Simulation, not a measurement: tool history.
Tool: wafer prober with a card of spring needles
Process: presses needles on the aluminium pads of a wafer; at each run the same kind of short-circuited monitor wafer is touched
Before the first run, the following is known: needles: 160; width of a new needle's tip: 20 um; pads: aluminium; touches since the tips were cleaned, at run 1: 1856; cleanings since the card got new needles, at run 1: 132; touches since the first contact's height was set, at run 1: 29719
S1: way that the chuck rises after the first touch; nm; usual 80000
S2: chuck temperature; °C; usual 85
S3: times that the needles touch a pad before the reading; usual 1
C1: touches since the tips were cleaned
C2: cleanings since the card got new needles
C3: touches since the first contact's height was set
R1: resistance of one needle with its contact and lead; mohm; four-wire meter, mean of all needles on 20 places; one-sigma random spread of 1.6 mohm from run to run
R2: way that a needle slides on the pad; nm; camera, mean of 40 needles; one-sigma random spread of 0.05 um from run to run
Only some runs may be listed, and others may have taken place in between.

Run 1, day 0: usual settings; C1 1856; C2 132; C3 29719. Result: R1 176 mohm, R2 21640 nm.
At day 0.283: tips cleaned on abrasive film.
At day 0.988: tips cleaned on abrasive film.
At day 1.683: tips cleaned on abrasive film.
Run 2, day 2.175: usual settings; C1 2575; C2 135; C3 41049. Result: R1 186 mohm, R2 21560 nm.
At day 2.321: tips cleaned on abrasive film.
At day 3.008: tips cleaned on abrasive film.
At day 3.696: tips cleaned on abrasive film.
At day 4.392: tips cleaned on abrasive film.
Run 3, day 4.742: usual settings; C1 1830; C2 139; C3 54403. Result: R1 180 mohm, R2 21460 nm.
At day 5.029: tips cleaned on abrasive film.
At day 5.717: tips cleaned on abrasive film.
At day 6.396: tips cleaned on abrasive film.
At day 6.962: tips cleaned on abrasive film.
Run 4, day 6.988: usual settings; C1 126; C2 143; C3 66057. Result: R1 165 mohm, R2 21450 nm.
At day 7.55: tips cleaned on abrasive film.
At day 8.112: tips cleaned on abrasive film.
At day 8.808: tips cleaned on abrasive film.
At day 9.512: tips cleaned on abrasive film.
Run 5, day 9.533: usual settings; C1 109; C2 147; C3 79312. Result: R1 166 mohm, R2 21400 nm.
At day 10.096: tips cleaned on abrasive film.
At day 10.8: tips cleaned on abrasive film.
At day 11.362: tips cleaned on abrasive film.
Run 6, day 11.871: usual settings; C1 2658; C2 150; C3 91489. Result: R1 182 mohm, R2 21340 nm.
At day 12: tips cleaned on abrasive film.
At day 12.7: tips cleaned on abrasive film.
Run 7, day 13.188: usual settings; C1 2565; C2 152; C3 98343. Result: R1 185 mohm, R2 21350 nm.
At day 13.333: tips cleaned on abrasive film.
At day 13.346: height of the first contact set anew.
At day 13.908: tips cleaned on abrasive film.
At day 14.612: tips cleaned on abrasive film.
Run 8, day 14.904: usual settings; C1 1518; C2 155; C3 8117. Result: R1 175 mohm, R2 21790 nm.
At day 15.188: tips cleaned on abrasive film.
At day 15.754: tips cleaned on abrasive film.
At day 16.446: tips cleaned on abrasive film.
At day 17.008: tips cleaned on abrasive film.
Run 9, day 17.054: usual settings; C1 245; C2 159; C3 19298. Result: R1 165 mohm, R2 21770 nm.
At day 17.596: tips cleaned on abrasive film.
At day 17.879: tips cleaned on abrasive film, once more.
At day 18.5: tips cleaned on abrasive film.
Run 10, day 18.5: usual settings; C1 0; C2 162; C3 26788. Result: R1 164 mohm, R2 21680 nm.
At day 19.183: tips cleaned on abrasive film.
At day 19.75: tips cleaned on abrasive film.
At day 20.312: tips cleaned on abrasive film.
Run 11, day 20.529: usual settings but S1 79000 nm, S2 122 °C, S3 3; C1 1127; C2 165; C3 37350. Result: R1 174 mohm, R2 21370 nm.
At day 20.954: tips cleaned on abrasive film.
At day 21.658: tips cleaned on abrasive film.
Run 12, day 22: usual settings but S1 79000 nm, S2 122 °C, S3 3; C1 1800; C2 167; C3 45015. Result: R1 174 mohm, R2 21330 nm.
At day 22.262: tips cleaned on abrasive film.
At day 22.954: tips cleaned on abrasive film.
At day 23.517: tips cleaned on abrasive film.
Run 13, day 23.821: usual settings; C1 1588; C2 170; C3 54488. Result: R1 179 mohm, R2 21650 nm.
At day 24.108: tips cleaned on abrasive film.
At day 24.671: tips cleaned on abrasive film.
At day 25.375: tips cleaned on abrasive film.
Run 14, day 25.633: usual settings; C1 1346; C2 173; C3 63903. Result: R1 176 mohm, R2 21500 nm.
At day 26.058: tips cleaned on abrasive film.
At day 26.621: tips cleaned on abrasive film.
Run 15, day 26.9: usual settings; C1 1454; C2 175; C3 70489. Result: R1 174 mohm, R2 21410 nm.
At day 27.321: tips cleaned on abrasive film.
At day 28.012: tips cleaned on abrasive film.
At day 28.579: tips cleaned on abrasive film.
At day 29.142: tips cleaned on abrasive film.
At day 29.708: tips cleaned on abrasive film.
Run 16, day 29.858: usual settings; C1 804; C2 180; C3 85887. Result: R1 171 mohm, R2 21330 nm.
At day 30.283: tips cleaned on abrasive film.
At day 30.85: tips cleaned on abrasive film.
At day 31.538: tips cleaned on abrasive film.
Run 17, day 31.992: usual settings; C1 2369; C2 183; C3 96979. Result: R1 181 mohm, R2 21300 nm.
At day 32.125: tips cleaned on abrasive film.
At day 32.417: height of the first contact set anew.
At day 32.7: tips cleaned on abrasive film.
At day 33.404: tips cleaned on abrasive film.
At day 33.971: tips cleaned on abrasive film.
Run 18, day 34.129: usual settings but S2 60 °C; C1 845; C2 187; C3 8910. Result: R1 169 mohm, R2 21800 nm.

Below, some changes in R1 between adjacent runs. For each, the amount present without the hidden state too (settings, incoming material, random variation) and the amount remaining for the hidden state with gauge scatter not shared by both compared results:
The tool's hidden condition here consists of: debris on the tips, nm; way that the needles fall short of the set height, um; tips' diameter, um; drift of the gauge itself on contact_mohm, %; drift of the gauge itself on scrub_um, %.
Run 5 -> 6: tips cleaned on abrasive film, tips cleaned on abrasive film, tips cleaned on abrasive film. R1 +16 mohm: hidden state +17, all else -1.
